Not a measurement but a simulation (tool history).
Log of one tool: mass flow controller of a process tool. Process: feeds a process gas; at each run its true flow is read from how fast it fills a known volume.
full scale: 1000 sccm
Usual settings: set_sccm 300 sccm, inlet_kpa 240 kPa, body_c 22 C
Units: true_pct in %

| run | day | set_sccm | inlet_kpa | body_c | true_pct |
|---|---|---|---|---|---|
| 1 | 0 | 300 | 240 | 22 | 97.65 |
| 2 | 7.996 | 300 | 170 | 22 | 97.42 |
| 3 | 14.071 | 300 | 240 | 22 | 97.72 |
| 4 | 20.692 | 300 | 240 | 22 | 97.78 |
| 5 | 28.183 | 300 | 240 | 22 | 97.89 |
| 6 | 34.662 | 300 | 240 | 22 | 98.05 |

The next listed run, before its measurement:
| 7 | 43.088 | 227 | 260 | 26 | ? |

true_pct: 98.31 %
Without the tool's hidden state the same run would have given true_pct 97.74 %.
